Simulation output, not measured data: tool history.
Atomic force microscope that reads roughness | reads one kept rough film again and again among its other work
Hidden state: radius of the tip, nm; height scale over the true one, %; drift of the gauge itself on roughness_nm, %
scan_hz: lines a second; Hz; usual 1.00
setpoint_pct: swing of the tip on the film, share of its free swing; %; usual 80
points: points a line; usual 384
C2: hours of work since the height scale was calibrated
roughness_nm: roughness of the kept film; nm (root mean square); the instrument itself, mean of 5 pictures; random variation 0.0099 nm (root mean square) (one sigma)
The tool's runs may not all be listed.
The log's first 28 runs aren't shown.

{"run": 29, "hour": 452.4, "scan_hz": 1.32, "setpoint_pct": 80, "points": 494, "pictures with this tip": 90, "C2": 819, "roughness_nm": 2.203}
{"run": 30, "hour": 468.7, "scan_hz": 1.32, "setpoint_pct": 80, "points": 494, "pictures with this tip": 110, "C2": 829, "roughness_nm": 2.194}
{"run": 31, "hour": 484.2, "scan_hz": 1.42, "setpoint_pct": 81, "points": 392, "pictures with this tip": 130, "C2": 839, "roughness_nm": 2.159}
{"run": 32, "hour": 498.4, "scan_hz": 1.42, "setpoint_pct": 81, "points": 392, "pictures with this tip": 148, "C2": 848, "roughness_nm": 2.156}
{"run": 33, "hour": 516.1, "scan_hz": 1.32, "setpoint_pct": 81, "points": 392, "pictures with this tip": 170, "C2": 859, "roughness_nm": 2.186}
{"run": 34, "hour": 533.2, "scan_hz": 2.68, "setpoint_pct": 63, "points": 923, "pictures with this tip": 191, "C2": 870, "roughness_nm": 2.258}
{"run": 35, "hour": 550.9, "scan_hz": 1.81, "setpoint_pct": 56, "points": 588, "pictures with this tip": 213, "C2": 881, "roughness_nm": 2.383}
{"run": 36, "hour": 566.7, "scan_hz": 2.43, "setpoint_pct": 87, "points": 588, "pictures with this tip": 233, "C2": 892, "roughness_nm": 1.871}
{"run": 37, "hour": 578.8, "scan_hz": 3.18, "setpoint_pct": 57, "points": 588, "pictures with this tip": 249, "C2": 899, "roughness_nm": 2.287}
{"run": 38, "hour": 599.7, "scan_hz": 1.32, "setpoint_pct": 80, "points": 384, "pictures with this tip": 275, "C2": 913, "roughness_nm": 2.186}

Forecast each of these 3 alternatives for the next run:
{"run": "A", "hour": 612.5, "scan_hz": 1.0, "setpoint_pct": 66, "points": 994, "pictures with this tip": 291, "C2": 921, "roughness_nm": "?"}
{"run": "B", "hour": 612.5, "scan_hz": 1.0, "setpoint_pct": 76, "points": 384, "pictures with this tip": 291, "C2": 921, "roughness_nm": "?"}
{"run": "C", "hour": 612.5, "scan_hz": 0.79, "setpoint_pct": 56, "points": 293, "pictures with this tip": 291, "C2": 921, "roughness_nm": "?"}

run=A roughness_nm=2.357
run=B roughness_nm=2.297
run=C roughness_nm=2.410
Without the tool's hidden state the same runs would have given:
run=A roughness_nm=2.362
run=B roughness_nm=2.302
run=C roughness_nm=2.416
